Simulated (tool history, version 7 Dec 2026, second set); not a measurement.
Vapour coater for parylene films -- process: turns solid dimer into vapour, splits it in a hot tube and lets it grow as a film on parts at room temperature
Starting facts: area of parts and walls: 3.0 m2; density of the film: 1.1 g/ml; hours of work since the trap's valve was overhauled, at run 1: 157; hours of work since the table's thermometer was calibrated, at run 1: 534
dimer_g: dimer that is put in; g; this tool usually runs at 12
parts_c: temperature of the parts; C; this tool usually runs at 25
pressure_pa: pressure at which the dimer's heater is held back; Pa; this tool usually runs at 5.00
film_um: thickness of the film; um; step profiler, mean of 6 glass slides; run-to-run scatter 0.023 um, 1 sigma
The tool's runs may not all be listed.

run	day	dimer_g	parts_c	pressure_pa	hours of work since the trap's valve was overhauled	hours of work since the table's thermometer was calibrated	film_um
1	0.000	12	25	5.00	157	534	1.95
2	0.833	12	25	5.00	171	547	1.93
3	1.562	12	25	5.00	182	559	1.96
4	2.354	12	25	5.00	195	572	1.97
5	3.158	12	25	5.00	208	585	1.96
6	4.071	12	18	5.00	223	600	2.49
7	4.738	12	25	5.00	234	610	2.01
8	5.229	12	25	5.00	242	618	1.97
9	5.650	12	34	5.00	249	625	1.44
10	6.254	12	24	5.00	258	635	2.00
11	6.867	12	25	4.22	268	645	1.97
12	7.325	12	25	2.02	276	652	2.08
13	7.754	12	25	2.61	283	659	2.06
14	8.304	12	25	2.01	292	668	2.06
15	9.204	12	25	5.00	306	683	1.96
16	9.875	12	25	5.00	317	694	1.94
17	10.504	12	25	5.00	327	704	1.98
18	11.412	12	25	5.00	342	718	1.95
19	11.812	12	25	5.00	348	725	1.95
20	12.662	11	25	5.00	362	739	1.81
21	13.392	11	25	5.00	374	751	1.77
22	14.300	11	25	5.00	389	765	1.78
23	15.038	6	18	4.65	401	777	1.22
24	15.500	13	21	4.86	408	785	2.41
25	16.004	13	21	4.86	416	793	2.42
26	16.442	11	30	2.05	423	800	1.61
27	17.058	12	25	5.00	433	810	1.94
28	17.854	12	25	5.00	446	823	1.97
29	18.571	13	30	5.00	458	834	1.78
30	19.358	12	17	5.83	471	847	2.51
31	19.971	14	25	4.15	480	857	2.30
32	20.450	11	25	4.76	488	865	1.78
33	21.358	20	32	11.64	503	880	2.40
34	21.758	7	22	2.17	509	886	1.33
35	22.158	8	22	2.11	516	893	1.51
36	22.738	19	22	5.63	525	902	3.38
37	23.467	5	30	2.30	537	914	0.73
38	23.979	5	30	5.04	545	922	0.64
39	24.662	12	36	11.38	557	933	1.29
40	25.212	5	30	2.02	565	942	0.73
41	25.958	5	30	2.02	578	954	0.73
42	26.546	5	30	2.02	587	964	0.71

Each row is a separate what-if for the run after 42, all from the same tool condition, not one after another. Results?
# day 26.796: trap's valve overhauled
A	27.454	12	20	2.53	11	976	?
# day 26.796: trap's valve overhauled
B	27.454	7	24	2.02	11	976	?
# day 26.796: trap's valve overhauled
C	27.454	12	18	5.00	11	976	?
# day 26.796: trap's valve overhauled
D	27.454	11	28	8.51	11	976	?

run	film_um
A	2.38
B	1.28
C	2.47
D	1.57
With no hidden state in the tool, these same runs would have given:
run	film_um
A	2.38
B	1.28
C	2.47
D	1.57
